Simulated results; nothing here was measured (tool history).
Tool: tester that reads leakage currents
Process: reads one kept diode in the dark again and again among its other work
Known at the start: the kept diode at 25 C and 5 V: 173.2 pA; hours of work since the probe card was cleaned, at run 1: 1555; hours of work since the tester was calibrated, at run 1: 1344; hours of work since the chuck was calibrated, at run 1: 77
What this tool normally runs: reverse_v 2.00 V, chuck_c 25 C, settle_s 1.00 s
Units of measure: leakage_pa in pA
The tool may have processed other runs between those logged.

| run | hour | reverse_v | chuck_c | settle_s | hours of work since the probe card was cleaned | hours of work since the tester was calibrated | hours of work since the chuck was calibrated | leakage_pa |
|---|---|---|---|---|---|---|---|---|
| 1 | 0.0 | 2.00 | 25 | 1.00 | 1555 | 1344 | 77 | 111.38 |
| 2 | 147.3 | 2.00 | 21 | 1.00 | 1630 | 1419 | 152 | 77.08 |
| 3 | 216.9 | 2.00 | 21 | 1.00 | 1665 | 1455 | 188 | 77.10 |
| 4 | 292.9 | 1.98 | 21 | 1.00 | 1704 | 1493 | 227 | 77.01 |
| 5 | 430.7 | 2.00 | 25 | 1.28 | 1774 | 1564 | 297 | 113.43 |
| 6 | 502.3 | 2.00 | 25 | 1.81 | 1811 | 1600 | 333 | 113.92 |
| 7 | 593.8 | 2.00 | 25 | 1.81 | 1857 | 1647 | 380 | 113.81 |
| 8 | 670.8 | 18.29 | 25 | 1.00 | 1897 | 1686 | 419 | 398.73 |
| 9 | 787.6 | 18.29 | 25 | 1.00 | 1956 | 1745 | 479 | 403.08 |
| 10 | 931.6 | 2.00 | 25 | 1.00 | 2030 | 1819 | 552 | 116.76 |
| 11 | 1006.5 | 2.00 | 25 | 1.00 | 2068 | 1857 | 590 | 116.96 |
| 12 | 1076.8 | 2.00 | 25 | 1.00 | 2104 | 1893 | 626 | 116.90 |
| 13 | 1155.1 | 2.00 | 34 | 1.00 | 2144 | 1933 | 666 | 267.55 |
| 14 | 1291.1 | 2.00 | 29 | 1.00 | 2213 | 2002 | 735 | 171.55 |
| 15 | 1373.8 | 2.00 | 29 | 1.00 | 2255 | 2044 | 778 | 171.25 |
| 16 | 1511.9 | 2.00 | 23 | 1.00 | 2325 | 2115 | 848 | 99.81 |
| 17 | 1598.4 | 2.00 | 23 | 1.00 | 2369 | 2159 | 892 | 100.85 |
| 18 | 1688.8 | 1.28 | 25 | 1.00 | 2416 | 2205 | 938 | 94.27 |
| 19 | 1785.0 | 1.28 | 25 | 1.00 | 2465 | 2254 | 987 | 94.74 |
| 20 | 1892.5 | 1.28 | 25 | 1.00 | 2519 | 2309 | 1042 | 95.33 |
| 21 | 2015.8 | 1.28 | 25 | 1.00 | 2582 | 2371 | 1105 | 95.66 |
| 22 | 2126.8 | 1.28 | 25 | 1.00 | 2639 | 2428 | 1161 | 96.50 |
|  | 2233.4 | probe card cleaned and baked |
| 23 | 2257.5 | 3.26 | 25 | 1.00 | 12 | 2493 | 1226 | 152.50 |
| 24 | 2349.4 | 10.87 | 54 | 1.20 | 59 | 2540 | 1273 | 3694.00 |
| 25 | 2443.7 | 6.06 | 57 | 8.70 | 107 | 2588 | 1321 | 3452.67 |
| 26 | 2550.4 | 3.79 | 32 | 0.57 | 162 | 2642 | 1376 | 325.17 |
| 27 | 2656.0 | 2.00 | 22 | 1.69 | 215 | 2696 | 1430 | 89.88 |
| 28 | 2725.7 | 2.60 | 28 | 2.85 | 251 | 2732 | 1465 | 183.75 |
| 29 | 2816.1 | 2.60 | 28 | 2.85 | 297 | 2778 | 1511 | 185.74 |
| 30 | 2969.9 | 19.48 | 25 | 1.00 | 375 | 2856 | 1590 | 414.14 |
| 31 | 3097.6 | 2.23 | 22 | 0.37 | 440 | 2921 | 1655 | 98.85 |
| 32 | 3236.9 | 1.80 | 25 | 1.00 | 511 | 2992 | 1726 | 117.15 |
| 33 | 3311.9 | 4.38 | 36 | 1.71 | 550 | 3030 | 1764 | 514.99 |
| 34 | 3382.2 | 11.38 | 31 | 0.45 | 586 | 3066 | 1800 | 556.62 |
| 35 | 3450.8 | 11.38 | 31 | 0.45 | 620 | 3101 | 1835 | 557.66 |
| 36 | 3543.6 | 10.54 | 24 | 1.00 | 668 | 3149 | 1882 | 281.27 |
| 37 | 3681.1 | 10.54 | 24 | 1.00 | 738 | 3219 | 1952 | 281.53 |
| 38 | 3770.6 | 2.00 | 34 | 1.00 | 783 | 3264 | 1998 | 290.88 |
| 39 | 3919.6 | 2.00 | 34 | 1.00 | 859 | 3340 | 2074 | 292.68 |
| 40 | 4038.7 | 2.00 | 34 | 1.00 | 920 | 3401 | 2134 | 294.26 |

Each row is a separate what-if for the run after 40, all from the same tool condition, not one after another. Results?
| A | 4183.2 | 12.53 | 32 | 0.89 | 994 | 3475 | 2208 | ? |
| B | 4183.2 | 1.59 | 22 | 1.00 | 994 | 3475 | 2208 | ? |
| C | 4183.2 | 7.31 | 30 | 1.85 | 994 | 3475 | 2208 | ? |

| run | leakage_pa |
|---|---|
| A | 656.94 |
| B | 85.90 |
| C | 411.45 |
Without the tool's hidden state the same runs would have given:
| run | leakage_pa |
|---|---|
| A | 548.03 |
| B | 70.98 |
| C | 342.87 |
